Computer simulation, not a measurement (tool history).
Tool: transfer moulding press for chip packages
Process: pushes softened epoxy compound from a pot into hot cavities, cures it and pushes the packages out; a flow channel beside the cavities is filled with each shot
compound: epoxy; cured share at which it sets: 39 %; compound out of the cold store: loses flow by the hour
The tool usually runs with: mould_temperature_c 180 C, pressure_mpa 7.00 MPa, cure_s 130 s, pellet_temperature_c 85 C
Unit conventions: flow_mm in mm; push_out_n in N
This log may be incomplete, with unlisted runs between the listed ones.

run	hour	mould_temperature_c	pressure_mpa	cure_s	pellet_temperature_c	incoming compound's hours out of the cold store	flow_mm	push_out_n
1	0.0	180	7.00	130	85	32.0	709	291
2	13.7	180	7.00	130	81	36.2	702	337
# hour 19.9: mould's thermocouples calibrated
# hour 29.2: cavities cleaned with cleaning compound and waxed
3	35.5	180	7.00	130	81	20.5	725	218
# hour 45.6: plunger's sealing rings changed
4	67.9	180	7.00	130	85	26.5	773	334
# hour 81.5: cavities cleaned with cleaning compound and waxed
# hour 85.9: mould's thermocouples calibrated, once more
5	90.3	180	7.00	130	85	9.1	814	249
6	116.4	175	7.00	130	85	38.3	766	431
# hour 133.4: cavities cleaned with cleaning compound and waxed
7	145.3	180	7.00	130	85	24.0	771	264
8	157.9	180	7.00	130	85	22.9	781	318
9	173.9	180	7.00	130	85	27.7	764	373
# hour 184.0: cavities cleaned with cleaning compound and waxed
10	192.2	180	7.00	130	85	8.3	805	240
11	215.6	180	7.00	130	85	34.2	745	338
# hour 235.0: cavities cleaned with cleaning compound and waxed
12	239.9	180	7.00	117	85	9.1	803	263
13	267.2	180	7.00	117	85	41.3	731	394
14	282.2	180	7.00	117	85	10.7	791	441
# hour 286.4: cavities cleaned with cleaning compound and waxed
15	297.8	180	7.00	117	85	27.8	751	291
16	313.1	184	6.51	150	84	19.6	733	284
# hour 335.7: cavities cleaned with cleaning compound and waxed
17	339.9	180	8.41	130	93	9.6	850	227
18	364.3	176	7.00	130	91	32.0	740	391
# hour 386.4: cavities cleaned with cleaning compound and waxed
19	388.6	180	7.00	163	79	21.7	743	180
20	408.8	179	6.91	121	87	9.5	761	355
21	428.6	180	7.00	115	85	33.0	721	436
# hour 436.1: cavities cleaned with cleaning compound and waxed
22	449.4	180	7.00	115	85	33.7	720	313
23	462.8	180	6.83	121	85	8.1	749	368
24	483.0	180	7.54	130	85	22.2	766	367
# hour 486.0: cavities cleaned with cleaning compound and waxed
25	509.8	180	7.54	130	85	33.7	735	307
26	525.9	182	5.36	118	88	45.3	588	361
# hour 536.6: cavities cleaned with cleaning compound and waxed
# hour 543.6: plunger's sealing rings changed
27	551.1	182	5.36	118	81	31.7	668	265

Some steps in flow_mm, run to run, broken into two amounts with sign: the step expected even without the hidden condition (settings, incoming material, random variation), and the rest, left for the hidden condition together with whatever gauge scatter is not in both the measured and the hidden-condition-free result:
Hidden conditions of the tool in this case: true mould temperature over the reading, C; pressure that reaches the compound, % of what is set; grip of the stained cavities, % over clean ones'; drift of the gauge itself on flow_mm, %; drift of the gauge itself on push_out_n, %.
Run 3 -> 4: pellet_temperature_c 81 -> 85, plunger's sealing rings changed. flow_mm +48 mm: hidden state +64, all else -16.
Run 16 -> 17: mould_temperature_c 184 -> 180, pressure_mpa 6.51 -> 8.41, cure_s 150 -> 130, pellet_temperature_c 84 -> 93, cavities cleaned with cleaning compound and waxed. flow_mm +117 mm: hidden state -9, all else +126.
Run 25 -> 26: mould_temperature_c 180 -> 182, pressure_mpa 7.54 -> 5.36, cure_s 130 -> 118, pellet_temperature_c 85 -> 88. flow_mm -147 mm: hidden state +11, all else -158.
Run 26 -> 27: pellet_temperature_c 88 -> 81, cavities cleaned with cleaning compound and waxed, plunger's sealing rings changed. flow_mm +80 mm: hidden state +51, all else +29.
